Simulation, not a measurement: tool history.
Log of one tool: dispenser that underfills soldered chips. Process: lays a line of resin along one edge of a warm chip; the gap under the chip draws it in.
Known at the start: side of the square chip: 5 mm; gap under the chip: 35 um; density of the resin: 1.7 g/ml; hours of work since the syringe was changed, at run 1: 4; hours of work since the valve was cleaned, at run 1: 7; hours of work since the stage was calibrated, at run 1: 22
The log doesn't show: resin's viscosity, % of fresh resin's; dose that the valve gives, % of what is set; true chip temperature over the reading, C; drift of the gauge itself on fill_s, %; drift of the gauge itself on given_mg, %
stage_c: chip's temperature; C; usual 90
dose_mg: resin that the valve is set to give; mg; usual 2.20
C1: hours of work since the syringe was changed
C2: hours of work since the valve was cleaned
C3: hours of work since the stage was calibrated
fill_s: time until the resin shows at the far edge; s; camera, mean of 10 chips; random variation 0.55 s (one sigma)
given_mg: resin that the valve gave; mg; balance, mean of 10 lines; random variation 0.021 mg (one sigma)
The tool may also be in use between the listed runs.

run 1 day=0.000 | stage_c=90 dose_mg=2.20 | C1=4 C2=7 C3=22 | fill_s=57.2 given_mg=2.22
run 2 day=0.150 | stage_c=90 dose_mg=2.20 | C1=6 C2=9 C3=24 | fill_s=62.6 given_mg=2.16
run 3 day=0.358 | stage_c=90 dose_mg=2.70 | C1=9 C2=12 C3=27 | fill_s=71.9 given_mg=2.69
-- day=0.454 new syringe of resin
run 4 day=0.483 | stage_c=90 dose_mg=2.20 | C1=0 C2=14 C3=29 | fill_s=47.3 given_mg=2.19
run 5 day=0.579 | stage_c=90 dose_mg=2.69 | C1=2 C2=15 C3=30 | fill_s=49.3 given_mg=2.64
run 6 day=0.671 | stage_c=90 dose_mg=2.69 | C1=3 C2=17 C3=32 | fill_s=52.8 given_mg=2.64
run 7 day=0.871 | stage_c=99 dose_mg=2.69 | C1=6 C2=20 C3=35 | fill_s=39.2 given_mg=2.62
run 8 day=1.000 | stage_c=99 dose_mg=2.69 | C1=8 C2=22 C3=37 | fill_s=43.3 given_mg=2.59
-- day=1.167 new syringe of resin
run 9 day=1.167 | stage_c=94 dose_mg=2.20 | C1=0 C2=24 C3=39 | fill_s=38.2 given_mg=2.13
run 10 day=1.375 | stage_c=104 dose_mg=2.20 | C1=3 C2=27 C3=42 | fill_s=27.3 given_mg=2.15
run 11 day=1.471 | stage_c=104 dose_mg=2.20 | C1=5 C2=29 C3=44 | fill_s=29.2 given_mg=2.15
run 12 day=1.662 | stage_c=104 dose_mg=2.20 | C1=8 C2=31 C3=46 | fill_s=32.3 given_mg=2.16
run 13 day=1.800 | stage_c=104 dose_mg=2.20 | C1=10 C2=33 C3=48 | fill_s=36.7 given_mg=2.14
-- day=1.883 new syringe of resin
run 14 day=1.983 | stage_c=90 dose_mg=2.20 | C1=2 C2=36 C3=51 | fill_s=48.9 given_mg=2.13
run 15 day=2.117 | stage_c=90 dose_mg=2.20 | C1=4 C2=38 C3=53 | fill_s=53.4 given_mg=2.12
run 16 day=2.208 | stage_c=104 dose_mg=2.71 | C1=5 C2=39 C3=54 | fill_s=28.5 given_mg=2.62
run 17 day=2.321 | stage_c=104 dose_mg=2.71 | C1=7 C2=41 C3=56 | fill_s=32.0 given_mg=2.61
run 18 day=2.438 | stage_c=104 dose_mg=2.78 | C1=8 C2=43 C3=58 | fill_s=34.5 given_mg=2.68
run 19 day=2.567 | stage_c=104 dose_mg=2.65 | C1=10 C2=45 C3=60 | fill_s=38.2 given_mg=2.54
-- day=2.596 new syringe of resin
run 20 day=2.754 | stage_c=104 dose_mg=2.65 | C1=2 C2=47 C3=63 | fill_s=26.3 given_mg=2.54
run 21 day=2.871 | stage_c=104 dose_mg=2.65 | C1=4 C2=49 C3=64 | fill_s=28.2 given_mg=2.54
run 22 day=3.083 | stage_c=89 dose_mg=2.20 | C1=7 C2=52 C3=67 | fill_s=70.2 given_mg=2.11
run 23 day=3.262 | stage_c=89 dose_mg=2.20 | C1=10 C2=55 C3=70 | fill_s=78.7 given_mg=2.11
-- day=3.312 new syringe of resin
run 24 day=3.425 | stage_c=95 dose_mg=2.12 | C1=2 C2=57 C3=72 | fill_s=40.3 given_mg=1.97
run 25 day=3.617 | stage_c=85 dose_mg=2.87 | C1=5 C2=60 C3=75 | fill_s=72.1 given_mg=2.70
run 26 day=3.829 | stage_c=81 dose_mg=1.96 | C1=8 C2=64 C3=79 | fill_s=111.3 given_mg=1.83
-- day=4.021 new syringe of resin
run 27 day=4.033 | stage_c=80 dose_mg=2.13 | C1=0 C2=66 C3=81 | fill_s=79.0 given_mg=2.00

Forecast each of these 4 alternatives for the next run:
run A day=4.238 | stage_c=80 dose_mg=2.56 | C1=3 C2=70 C3=85 | fill_s=? given_mg=?
run B day=4.238 | stage_c=98 dose_mg=2.19 | C1=3 C2=70 C3=85 | fill_s=? given_mg=?
run C day=4.238 | stage_c=94 dose_mg=2.41 | C1=3 C2=70 C3=85 | fill_s=? given_mg=?
run D day=4.238 | stage_c=82 dose_mg=2.65 | C1=3 C2=70 C3=85 | fill_s=? given_mg=?

run=A fill_s=90.3 given_mg=2.42
run=B fill_s=37.3 given_mg=2.08
run=C fill_s=44.4 given_mg=2.24
run=D fill_s=78.5 given_mg=2.49
Without the tool's hidden state the same runs would have given:
run=A fill_s=76.1 given_mg=2.57
run=B fill_s=31.4 given_mg=2.21
run=C fill_s=37.4 given_mg=2.38
run=D fill_s=66.3 given_mg=2.65
